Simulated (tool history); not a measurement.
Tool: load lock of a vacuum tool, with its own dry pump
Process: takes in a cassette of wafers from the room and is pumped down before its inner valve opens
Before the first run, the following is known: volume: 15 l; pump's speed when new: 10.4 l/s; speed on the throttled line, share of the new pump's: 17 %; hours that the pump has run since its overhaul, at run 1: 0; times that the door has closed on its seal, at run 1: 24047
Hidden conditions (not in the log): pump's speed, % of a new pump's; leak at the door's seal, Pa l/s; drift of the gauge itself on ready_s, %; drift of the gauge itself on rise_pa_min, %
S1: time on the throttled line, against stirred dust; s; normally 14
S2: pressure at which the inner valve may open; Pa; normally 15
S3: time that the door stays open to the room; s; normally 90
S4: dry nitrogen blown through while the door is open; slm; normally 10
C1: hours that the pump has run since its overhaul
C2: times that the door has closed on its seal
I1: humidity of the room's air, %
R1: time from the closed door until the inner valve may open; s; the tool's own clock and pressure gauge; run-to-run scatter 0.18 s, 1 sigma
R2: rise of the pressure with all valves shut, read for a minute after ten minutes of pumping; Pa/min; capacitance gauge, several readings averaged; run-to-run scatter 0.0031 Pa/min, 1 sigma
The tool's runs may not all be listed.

run 1 hour=0.0 | S1=14 S2=15 S3=90 S4=10 | C1=0 C2=24047 | I1=42.1 | R1=24.5 R2=0.123
run 2 hour=234.5 | S1=11 S2=15 S3=90 S4=10 | C1=234 C2=24596 | I1=43.9 | R1=21.7 R2=0.122
run 3 hour=444.2 | S1=11 S2=15 S3=90 S4=10 | C1=444 C2=25087 | I1=45.8 | R1=21.8 R2=0.130
run 4 hour=679.1 | S1=11 S2=15 S3=90 S4=10 | C1=679 C2=25638 | I1=47.2 | R1=22.1 R2=0.136
run 5 hour=829.0 | S1=11 S2=15 S3=90 S4=10 | C1=829 C2=25989 | I1=46.0 | R1=22.1 R2=0.132
run 6 hour=976.9 | S1=14 S2=15 S3=90 S4=10 | C1=977 C2=26336 | I1=46.7 | R1=24.5 R2=0.137
run 7 hour=1220.1 | S1=14 S2=15 S3=90 S4=10 | C1=1220 C2=26905 | I1=42.6 | R1=24.6 R2=0.129
run 8 hour=1440.8 | S1=14 S2=15 S3=90 S4=10 | C1=1441 C2=27423 | I1=44.3 | R1=24.5 R2=0.135
run 9 hour=1722.4 | S1=14 S2=15 S3=90 S4=10 | C1=1722 C2=28082 | I1=44.5 | R1=24.7 R2=0.136
run 10 hour=1923.8 | S1=14 S2=15 S3=90 S4=4 | C1=1924 C2=28554 | I1=45.4 | R1=24.6 R2=0.161
run 11 hour=2166.4 | S1=14 S2=15 S3=90 S4=4 | C1=2166 C2=29123 | I1=43.8 | R1=24.5 R2=0.154
run 12 hour=2421.9 | S1=14 S2=18 S3=90 S4=4 | C1=2422 C2=29722 | I1=46.9 | R1=24.4 R2=0.167
run 13 hour=2681.2 | S1=14 S2=15 S3=90 S4=10 | C1=2681 C2=30329 | I1=46.3 | R1=24.9 R2=0.148
run 14 hour=2968.9 | S1=14 S2=15 S3=90 S4=10 | C1=2969 C2=31003 | I1=40.5 | R1=24.9 R2=0.135
run 15 hour=3210.9 | S1=22 S2=15 S3=48 S4=10 | C1=3211 C2=31570 | I1=44.9 | R1=31.2 R2=0.120
run 16 hour=3512.0 | S1=22 S2=15 S3=48 S4=10 | C1=3512 C2=32276 | I1=44.2 | R1=31.5 R2=0.116
run 17 hour=3762.1 | S1=22 S2=15 S3=234 S4=22 | C1=3762 C2=32862 | I1=46.7 | R1=31.5 R2=0.179
run 18 hour=3898.6 | S1=10 S2=14 S3=90 S4=12 | C1=3899 C2=33182 | I1=43.3 | R1=21.6 R2=0.135
run 19 hour=4199.9 | S1=21 S2=11 S3=208 S4=4 | C1=4200 C2=33888 | I1=41.3 | R1=31.2 R2=0.241
run 20 hour=4369.7 | S1=21 S2=11 S3=208 S4=4 | C1=4370 C2=34286 | I1=46.2 | R1=31.0 R2=0.249
run 21 hour=4520.8 | S1=10 S2=15 S3=90 S4=10 | C1=4521 C2=34640 | I1=46.9 | R1=21.9 R2=0.160
run 22 hour=4767.9 | S1=13 S2=15 S3=90 S4=10 | C1=4768 C2=35219 | I1=43.8 | R1=23.7 R2=0.152
run 23 hour=5050.7 | S1=13 S2=15 S3=90 S4=10 | C1=5051 C2=35882 | I1=46.3 | R1=24.2 R2=0.156
run 24 hour=5268.9 | S1=13 S2=15 S3=90 S4=10 | C1=5269 C2=36393 | I1=47.0 | R1=24.5 R2=0.158
run 25 hour=5458.5 | S1=27 S2=15 S3=90 S4=10 | C1=5458 C2=36837 | I1=43.9 | R1=35.7 R2=0.152
run 26 hour=5747.7 | S1=14 S2=13 S3=30 S4=23 | C1=5748 C2=37515 | I1=44.9 | R1=25.3 R2=0.097
run 27 hour=5901.4 | S1=16 S2=17 S3=101 S4=42 | C1=5901 C2=37875 | I1=45.3 | R1=26.8 R2=0.117

4 options for the next run, each taken on its own from the tool as it stands now. Forecast them:
run A hour=6192.7 | S1=16 S2=17 S3=192 S4=15 | C1=6193 C2=38558 | I1=42.0 | R1=? R2=?
run B hour=6192.7 | S1=14 S2=24 S3=53 S4=10 | C1=6193 C2=38558 | I1=44.3 | R1=? R2=?
run C hour=6192.7 | S1=12 S2=21 S3=90 S4=8 | C1=6193 C2=38558 | I1=45.3 | R1=? R2=?
run D hour=6192.7 | S1=14 S2=11 S3=90 S4=10 | C1=6193 C2=38558 | I1=46.4 | R1=? R2=?

run=A R1=26.7 R2=0.186
run=B R1=24.4 R2=0.133
run=C R1=22.8 R2=0.175
run=D R1=25.5 R2=0.163
Had the tool no hidden state, the same runs would have come out as:
run=A R1=26.1 R2=0.122
run=B R1=23.8 R2=0.068
run=C R1=22.2 R2=0.110
run=D R1=24.8 R2=0.098
